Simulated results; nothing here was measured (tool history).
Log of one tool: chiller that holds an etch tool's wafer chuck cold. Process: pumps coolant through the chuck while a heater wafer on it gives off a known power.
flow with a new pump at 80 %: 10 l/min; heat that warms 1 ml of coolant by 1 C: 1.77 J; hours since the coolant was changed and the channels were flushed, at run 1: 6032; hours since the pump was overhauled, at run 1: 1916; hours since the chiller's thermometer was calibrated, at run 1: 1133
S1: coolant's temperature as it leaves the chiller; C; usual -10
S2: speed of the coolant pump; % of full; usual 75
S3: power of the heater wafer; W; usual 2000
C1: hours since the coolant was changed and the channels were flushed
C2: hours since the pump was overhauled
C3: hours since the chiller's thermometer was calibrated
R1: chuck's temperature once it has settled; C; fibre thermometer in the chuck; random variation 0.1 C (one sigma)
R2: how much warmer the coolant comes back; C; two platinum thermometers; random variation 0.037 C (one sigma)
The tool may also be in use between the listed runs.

run	hour	S1	S2	S3	C1	C2	C3	R1	R2
1	0	-10	75	2000	6032	1916	1133	3.9	7.28
2	101.9	-10	75	2000	6134	2018	1235	3.7	7.27
3	207.8	-10	75	1687	6240	2124	1341	1.5	6.1
4	327.5	-10	95	2000	6360	2243	1461	1.5	5.66
5	448.3	-10	95	2000	6480	2364	1582	1.2	5.64
6	530	-10	95	2000	6562	2446	1663	1.3	5.68
7	627.1	-10	95	2000	6659	2543	1760	1.5	5.62
8	686	-10	62	2000	6718	2602	1819	5.9	8.87
9	804.9	-10	62	2000	6837	2721	1938	6.3	8.86
10	929.9	-10	75	1864	6962	2846	2063	2.9	6.75
11	1043.9	-10	75	1864	7076	2960	2177	2.7	6.74
12	1135.4	-10	75	2000	7168	3051	2269	3.7	7.25
13	1246.8	-10	75	2000	7279	3163	2380	4.1	7.27
# hour 1285.8: chiller's thermometer calibrated
14	1359.8	-8	96	1416	7391	3275	74	0.1	3.98
15	1464.4	-8	96	1416	7496	3379	179	0.1	3.93
16	1581.2	-6	66	2483	7612	3496	295	12.8	10.28
# hour 1670.5: coolant changed, channels flushed
17	1699.5	-10	75	2729	29	3608	408	8.8	9.92
18	1775.2	-10	75	2729	105	3684	483	8.9	9.82
19	1839.1	-7	75	2205	169	3748	547	8.3	8.02
20	1924.1	-2	75	1427	254	3833	632	7.9	5.14
21	2018.4	-19	79	1666	348	3927	727	-8	5.73
22	2100.5	-15	62	1095	430	4009	809	-6.1	4.79
23	2162.9	-15	93	1122	492	4072	871	-8.4	3.26
24	2249.8	-19	63	2000	579	4159	958	-3.3	8.73
25	2338.8	-19	81	2000	668	4248	1047	-6.1	6.66
26	2432.3	-12	81	2000	762	4341	1140	1	6.69

5 ways to go on from here, each from the tool as it stands after run 26. What would each give?
A	2492.2	-19	81	2000	822	4401	1200	?	?
B	2492.2	-12	81	1554	822	4401	1200	?	?
C	2492.2	-14	90	2768	822	4401	1200	?	?
D	2492.2	-18	98	2000	822	4401	1200	?	?
E	2492.2	-5	75	2982	822	4401	1200	?	?

run	R1	R2
A	-6.1	6.67
B	-2.1	5.2
C	2.4	8.28
D	-6.7	5.44
E	15.4	10.82
Without the tool's hidden state the same runs would have given:
run	R1	R2
A	-6.1	6.67
B	-2.1	5.2
C	2.4	8.28
D	-6.7	5.43
E	15.4	10.82

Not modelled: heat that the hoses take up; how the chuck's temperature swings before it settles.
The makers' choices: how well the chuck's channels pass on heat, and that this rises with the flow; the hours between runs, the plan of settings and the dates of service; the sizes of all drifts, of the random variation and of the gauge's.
